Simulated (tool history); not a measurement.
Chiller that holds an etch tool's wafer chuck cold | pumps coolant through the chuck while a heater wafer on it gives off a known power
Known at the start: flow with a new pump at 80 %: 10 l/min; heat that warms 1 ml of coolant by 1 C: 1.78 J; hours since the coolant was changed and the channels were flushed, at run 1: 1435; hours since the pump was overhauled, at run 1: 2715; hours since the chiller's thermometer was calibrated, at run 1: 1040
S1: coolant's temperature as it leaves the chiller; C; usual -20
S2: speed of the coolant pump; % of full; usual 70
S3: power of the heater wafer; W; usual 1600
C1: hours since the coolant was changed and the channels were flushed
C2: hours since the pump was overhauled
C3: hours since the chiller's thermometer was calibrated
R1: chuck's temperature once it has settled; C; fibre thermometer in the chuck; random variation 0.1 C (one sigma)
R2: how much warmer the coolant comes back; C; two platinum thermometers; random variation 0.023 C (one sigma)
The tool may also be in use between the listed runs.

run	hour	S1	S2	S3	C1	C2	C3	R1	R2
1	0.0	-20	70	1600	1435	2715	1040	-4.9	6.17
2	208.5	-20	70	1715	1643	2924	1249	-3.6	6.58
3	334.0	-20	70	1715	1769	3049	1374	-3.7	6.60
4	496.1	-20	70	1715	1931	3211	1536	-3.7	6.57
5	703.2	-20	70	1901	2138	3418	1743	-1.8	7.30
6	887.4	-25	70	1901	2322	3603	1928	-6.6	7.26
7	1051.8	-20	70	1600	2486	3767	2092	-4.9	6.11
8	1149.8	-20	70	1600	2584	3865	2190	-4.9	6.12
9	1295.5	-20	70	1600	2730	4011	2336	-4.8	6.07
10	1385.0	-20	70	1600	2820	4100	2425	-4.6	6.08
11	1563.6	-20	70	1600	2998	4279	2604	-4.7	6.05
12	1691.4	-20	70	1600	3126	4407	2732	-4.5	6.06
13	1817.6	-20	70	1600	3252	4533	2858	-4.9	6.07
# hour 1940.8: chiller's thermometer calibrated
14	2011.3	-20	70	1600	3445	4726	70	-4.8	6.02
15	2204.0	-20	70	1600	3638	4918	263	-4.6	6.01
16	2344.9	-20	70	1600	3778	5059	404	-4.6	6.00
17	2517.0	-30	70	1415	3951	5231	576	-16.6	5.35
18	2621.0	-14	70	1600	4055	5335	680	1.3	6.00
19	2712.8	-14	70	1600	4146	5427	772	1.3	6.03
20	2824.4	-24	62	1600	4258	5539	884	-7.0	6.78
# hour 2872.3: coolant changed, channels flushed
21	3034.1	-25	70	2031	162	5742	1087	-5.5	7.66
22	3180.0	-11	64	1260	308	5888	1233	1.9	5.15
23	3270.8	-19	72	828	398	5979	1324	-11.1	2.87
24	3425.5	-19	72	828	553	6134	1479	-11.2	2.89
25	3516.3	-19	86	2320	644	6225	1570	-0.4	7.04
26	3652.3	-20	84	1771	780	6361	1705	-5.7	5.48
27	3836.6	-20	84	1771	964	6545	1890	-5.7	5.49
28	3949.7	-20	84	1771	1077	6658	2003	-5.7	5.43
29	4127.1	-14	96	1925	1255	6835	2180	0.2	5.17
30	4258.2	-24	96	1044	1386	6966	2311	-16.6	2.68
31	4453.5	-11	94	1514	1581	7162	2507	0.1	4.08
32	4600.5	-28	94	1514	1728	7309	2654	-16.9	4.06

Measured less the same run without the tool's hidden state. The same run-to-run variation is in both; the gauge's scatter may not be:
The hidden state here: heat passed by the chuck's channels, % of clean ones'; flow at a given pump speed, % of a new pump's; coolant's true temperature over the reading, C; drift of the gauge itself on chuck_c, C; drift of the gauge itself on warmer_back_c, C.
run	R2
1	+0.00
2	-0.01
3	-0.02
4	-0.03
5	-0.04
6	-0.06
7	-0.07
8	-0.07
9	-0.08
10	-0.08
11	-0.09
12	-0.11
13	-0.11
14	-0.13
15	-0.14
16	-0.15
17	-0.16
18	-0.16
19	-0.17
20	-0.17
21	-0.19
22	-0.20
23	-0.21
24	-0.22
25	-0.21
26	-0.23
27	-0.23
28	-0.25
29	-0.26
30	-0.27
31	-0.28
32	-0.29
R1: within 0.1 C of the measured result in every run.
